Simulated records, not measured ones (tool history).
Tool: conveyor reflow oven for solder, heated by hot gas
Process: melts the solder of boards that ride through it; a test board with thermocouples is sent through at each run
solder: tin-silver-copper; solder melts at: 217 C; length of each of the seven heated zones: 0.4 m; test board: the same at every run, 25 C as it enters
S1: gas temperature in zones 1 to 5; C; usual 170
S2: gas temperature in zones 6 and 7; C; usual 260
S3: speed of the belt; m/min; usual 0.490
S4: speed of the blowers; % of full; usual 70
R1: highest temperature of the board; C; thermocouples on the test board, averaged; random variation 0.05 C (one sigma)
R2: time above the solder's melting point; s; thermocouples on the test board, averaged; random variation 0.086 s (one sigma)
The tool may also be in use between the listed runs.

{"run": 1, "hour": 0.0, "S1": 170, "S2": 260, "S3": 0.49, "S4": 70, "R1": 246.99, "R2": 67.64}
{"run": 2, "hour": 31.2, "S1": 170, "S2": 260, "S3": 0.49, "S4": 70, "R1": 247.1, "R2": 67.66}
{"run": 3, "hour": 64.9, "S1": 170, "S2": 260, "S3": 0.49, "S4": 70, "R1": 246.97, "R2": 67.64}
{"run": 4, "hour": 79.5, "S1": 170, "S2": 260, "S3": 0.582, "S4": 70, "R1": 241.82, "R2": 49.66}
{"run": 5, "hour": 104.2, "S1": 170, "S2": 260, "S3": 0.582, "S4": 70, "R1": 241.79, "R2": 49.62}
{"run": 6, "hour": 127.6, "S1": 170, "S2": 260, "S3": 0.582, "S4": 70, "R1": 241.83, "R2": 49.67}
{"run": 7, "hour": 150.1, "S1": 170, "S2": 260, "S3": 0.582, "S4": 70, "R1": 241.76, "R2": 49.63}
{"run": 8, "hour": 183.3, "S1": 170, "S2": 260, "S3": 0.582, "S4": 70, "R1": 241.81, "R2": 49.66}
{"run": 9, "hour": 204.3, "S1": 170, "S2": 273, "S3": 0.49, "S4": 70, "R1": 258.57, "R2": 77.48}
{"run": 10, "hour": 231.5, "S1": 170, "S2": 273, "S3": 0.49, "S4": 70, "R1": 258.62, "R2": 77.42}
{"run": 11, "hour": 255.3, "S1": 170, "S2": 273, "S3": 0.49, "S4": 70, "R1": 258.57, "R2": 77.2}
{"run": 12, "hour": 272.0, "S1": 170, "S2": 260, "S3": 0.49, "S4": 70, "R1": 246.95, "R2": 67.57}
{"run": 13, "hour": 295.4, "S1": 170, "S2": 260, "S3": 0.49, "S4": 70, "R1": 246.93, "R2": 67.44}
{"run": 14, "hour": 309.9, "S1": 170, "S2": 260, "S3": 0.49, "S4": 70, "R1": 246.94, "R2": 67.61}
{"run": 15, "hour": 330.8, "S1": 170, "S2": 260, "S3": 0.49, "S4": 70, "R1": 246.89, "R2": 67.44}
{"run": 16, "hour": 345.3, "S1": 170, "S2": 260, "S3": 0.49, "S4": 70, "R1": 246.95, "R2": 67.73}
{"run": 17, "hour": 372.8, "S1": 176, "S2": 267, "S3": 0.462, "S4": 75, "R1": 256.3, "R2": 84.01}
{"run": 18, "hour": 393.9, "S1": 176, "S2": 267, "S3": 0.462, "S4": 75, "R1": 256.21, "R2": 83.97}
{"run": 19, "hour": 417.7, "S1": 167, "S2": 274, "S3": 0.49, "S4": 70, "R1": 258.94, "R2": 76.51}
{"run": 20, "hour": 441.4, "S1": 167, "S2": 266, "S3": 0.49, "S4": 70, "R1": 251.88, "R2": 70.7}
{"run": 21, "hour": 464.1, "S1": 167, "S2": 266, "S3": 0.49, "S4": 70, "R1": 251.9, "R2": 70.8}
{"run": 22, "hour": 489.7, "S1": 167, "S2": 258, "S3": 0.49, "S4": 70, "R1": 244.74, "R2": 63.84}
{"run": 23, "hour": 518.5, "S1": 167, "S2": 258, "S3": 0.49, "S4": 70, "R1": 244.77, "R2": 64.1}
{"run": 24, "hour": 543.1, "S1": 157, "S2": 255, "S3": 0.49, "S4": 70, "R1": 240.56, "R2": 55.09}
{"run": 25, "hour": 570.4, "S1": 170, "S2": 265, "S3": 0.549, "S4": 73, "R1": 248.48, "R2": 60.41}
{"run": 26, "hour": 596.6, "S1": 170, "S2": 260, "S3": 0.527, "S4": 70, "R1": 244.91, "R2": 59.68}
{"run": 27, "hour": 618.0, "S1": 165, "S2": 260, "S3": 0.49, "S4": 70, "R1": 246.18, "R2": 64.62}
{"run": 28, "hour": 641.5, "S1": 165, "S2": 260, "S3": 0.49, "S4": 70, "R1": 246.18, "R2": 64.55}

Not shown: 2 entries that the log had between the listed runs. Between which runs, and how does the tool's hidden state differ before and after?
Between runs 9 and 10: thermocouples of zones 6 and 7 changed (hour 221.5)
  true gas temperature in zones 6 and 7 over the reading, C: 0.04 -> 0
Between runs 19 and 20: flux residue cleaned out of gas plates and filters (hour 440.2)
  heat that the gas passes to the board, % of a clean oven's: 99.8 -> 100

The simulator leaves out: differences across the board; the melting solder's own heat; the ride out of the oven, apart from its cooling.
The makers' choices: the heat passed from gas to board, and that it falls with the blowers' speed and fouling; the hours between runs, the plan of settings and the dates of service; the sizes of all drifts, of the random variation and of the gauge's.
